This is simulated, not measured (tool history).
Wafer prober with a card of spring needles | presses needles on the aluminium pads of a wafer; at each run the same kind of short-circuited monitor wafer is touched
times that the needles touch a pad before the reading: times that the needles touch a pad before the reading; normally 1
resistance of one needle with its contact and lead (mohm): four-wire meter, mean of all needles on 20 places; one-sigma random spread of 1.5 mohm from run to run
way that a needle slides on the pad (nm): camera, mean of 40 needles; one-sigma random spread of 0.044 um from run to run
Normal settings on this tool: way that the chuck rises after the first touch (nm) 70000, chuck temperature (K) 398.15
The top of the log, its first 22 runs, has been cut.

run,hour,way that the chuck rises after the first touch (nm),chuck temperature (K),times that the needles touch a pad before the reading,resistance of one needle with its contact and lead (mohm),way that a needle slides on the pad (nm)
# hour 1087.6: tips cleaned on abrasive film
23,1101.3,85000,319.15,2,153,10830
# hour 1114.8: tips cleaned on abrasive film
# hour 1142.9: tips cleaned on abrasive film
24,1155.6,53000,304.15,2,195,6670
# hour 1170.2: tips cleaned on abrasive film
# hour 1196.0: tips cleaned on abrasive film
25,1206.2,70000,349.15,3,147,8890
# hour 1221.3: tips cleaned on abrasive film
# hour 1250.3: tips cleaned on abrasive film
26,1267.2,71000,398.15,1,199,9010
# hour 1275.9: tips cleaned on abrasive film
# hour 1302.2: tips cleaned on abrasive film
27,1311.9,54000,362.15,2,182,6790
# hour 1326.8: tips cleaned on abrasive film
# hour 1353.0: tips cleaned on abrasive film
# hour 1377.2: tips cleaned on abrasive film
28,1382.0,56000,313.15,1,180,7010
# hour 1404.7: tips cleaned on abrasive film
29,1411.3,74000,312.15,1,166,9330
# hour 1432.6: tips cleaned on abrasive film
# hour 1458.3: tips cleaned on abrasive film
30,1466.0,77000,344.15,2,155,9680
# hour 1485.1: tips cleaned on abrasive film
# hour 1508.8: tips cleaned on abrasive film
31,1520.7,69000,307.15,2,168,8550

Below are 3 alternative next runs, each starting from the tool's condition after run 31. Predict each:
# hour 1536.5: tips cleaned on abrasive film
A,1551.8,70000,398.15,2,?,?
# hour 1536.5: tips cleaned on abrasive film
B,1551.8,69000,330.15,2,?,?
# hour 1536.5: tips cleaned on abrasive film
C,1551.8,83000,392.15,1,?,?

run,resistance of one needle with its contact and lead (mohm),way that a needle slides on the pad (nm)
A,180,8800
B,175,8530
C,186,10350
Without the tool's hidden state the same runs would have given:
run,resistance of one needle with its contact and lead (mohm),way that a needle slides on the pad (nm)
A,136,9100
B,126,8820
C,133,10650
